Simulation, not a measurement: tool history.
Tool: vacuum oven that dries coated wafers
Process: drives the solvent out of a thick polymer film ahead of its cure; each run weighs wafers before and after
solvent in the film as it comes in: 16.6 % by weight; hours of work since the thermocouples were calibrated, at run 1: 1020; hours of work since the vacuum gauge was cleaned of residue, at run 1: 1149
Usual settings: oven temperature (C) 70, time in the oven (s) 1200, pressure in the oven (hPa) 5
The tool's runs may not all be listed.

run	hour	oven temperature (C)	time in the oven (s)	pressure in the oven (hPa)	hours of work since the thermocouples were calibrated	hours of work since the vacuum gauge was cleaned of residue	solvent left in the film (%)
1	0	70	1200	5	1020	1149	1.7
2	107.3	70	1200	5	1087	1216	1.7
3	178.8	70	1200	5	1132	1260	1.69
# hour 189.5: vacuum gauge cleaned of residue and calibrated
4	257.3	70	1200	5	1180	42	1.96
5	318.8	70	1200	5	1218	81	1.96
6	427.2	70	1200	15.08	1285	148	2.64
7	481.4	70	1200	15.08	1319	182	2.61
8	570.3	70	1200	15.08	1374	237	2.6
9	668.2	70	1200	15.08	1435	298	2.65
# hour 709.8: oven's thermocouples calibrated
10	760.1	70	1200	15.08	31	354	2.98
11	846.9	70	1500	7.65	85	408	2
# hour 899.5: vacuum gauge cleaned of residue and calibrated, once more
12	927.1	70	1680	7.23	134	17	0.95

Hidden state at the last listed run before each entry between runs and at the first one after, where it differs:
Between runs 3 and 4: vacuum gauge cleaned of residue and calibrated (hour 189.5)
  true wafer temperature over the reading, C: 1.09 -> 1.15; true pressure over the reading, kPa: 0.573 -> 0.961
  measured less the result without the state, solvent left in the film (%): +0.19 -> +0.44
Between runs 9 and 10: oven's thermocouples calibrated (hour 709.8)
  true wafer temperature over the reading, C: 1.52 -> 0.09; true pressure over the reading, kPa: 1.08 -> 1.108
  measured less the result without the state, solvent left in the film (%): +0.42 -> +0.75
Between runs 11 and 12: vacuum gauge cleaned of residue and calibrated, once more (hour 899.5)
  true wafer temperature over the reading, C: 0.18 -> 0.25; true pressure over the reading, kPa: 1.133 -> 0.013
  measured less the result without the state, solvent left in the film (%): +0.78 -> -0.01
